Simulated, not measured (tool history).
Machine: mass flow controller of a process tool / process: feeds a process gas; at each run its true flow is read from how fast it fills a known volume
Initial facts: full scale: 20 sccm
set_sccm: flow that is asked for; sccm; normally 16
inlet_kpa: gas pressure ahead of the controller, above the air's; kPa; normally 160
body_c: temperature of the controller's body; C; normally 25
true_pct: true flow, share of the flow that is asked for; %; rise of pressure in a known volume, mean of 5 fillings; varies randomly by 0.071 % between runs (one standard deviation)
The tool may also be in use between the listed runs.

run,hour,set_sccm,inlet_kpa,body_c,true_pct
1,0.0,16,160,25,100.00
2,76.4,16,160,25,99.92
3,152.6,11,160,25,99.61
4,293.9,11,260,25,98.91
5,380.6,16,243,25,99.28
6,520.3,16,160,25,99.67
7,681.6,16,160,25,99.64
8,765.8,6,160,25,98.83
9,931.7,16,160,25,99.42
10,1090.1,16,160,25,99.38
11,1200.2,16,160,25,99.48
12,1364.7,16,160,25,99.17
13,1453.3,16,160,25,99.15
14,1629.0,16,160,25,99.13
15,1715.5,16,160,25,99.16
16,1817.3,16,160,25,98.97
17,1942.1,16,160,25,98.87
18,2056.4,16,160,25,98.89
19,2135.7,16,160,25,98.99
20,2257.9,4,160,25,97.85
21,2375.7,4,160,25,97.86
22,2479.7,4,160,25,97.69
23,2623.3,4,151,32,97.55
24,2776.2,4,151,32,97.36
25,2910.9,12,260,32,97.15
26,2999.5,16,173,27,98.19
27,3084.6,16,162,25,98.33
28,3212.0,9,164,34,97.33
29,3338.7,9,164,34,97.22
30,3431.5,9,164,34,97.20
31,3543.0,9,154,26,97.66
32,3636.3,16,267,32,97.08
33,3775.6,9,267,32,96.47
# hour 3811.7: gauge calibrated
34,3885.4,16,160,21,100.17
35,3995.6,16,189,35,99.29
36,4089.6,16,233,35,98.81
37,4236.0,3,160,25,98.81
38,4329.1,2,160,36,98.08
39,4433.0,4,140,37,98.16

Branching from run 39: 4 alternative next runs. What would each branch give?
A,4525.5,16,160,28,?
B,4525.5,12,187,37,?
C,4525.5,4,176,36,?
D,4525.5,4,140,37,?

run,true_pct
A,99.47
B,98.36
C,97.93
D,98.13
Had the tool no hidden state, the same runs would have come out as:
run,true_pct
A,99.87
B,98.75
C,98.34
D,98.54

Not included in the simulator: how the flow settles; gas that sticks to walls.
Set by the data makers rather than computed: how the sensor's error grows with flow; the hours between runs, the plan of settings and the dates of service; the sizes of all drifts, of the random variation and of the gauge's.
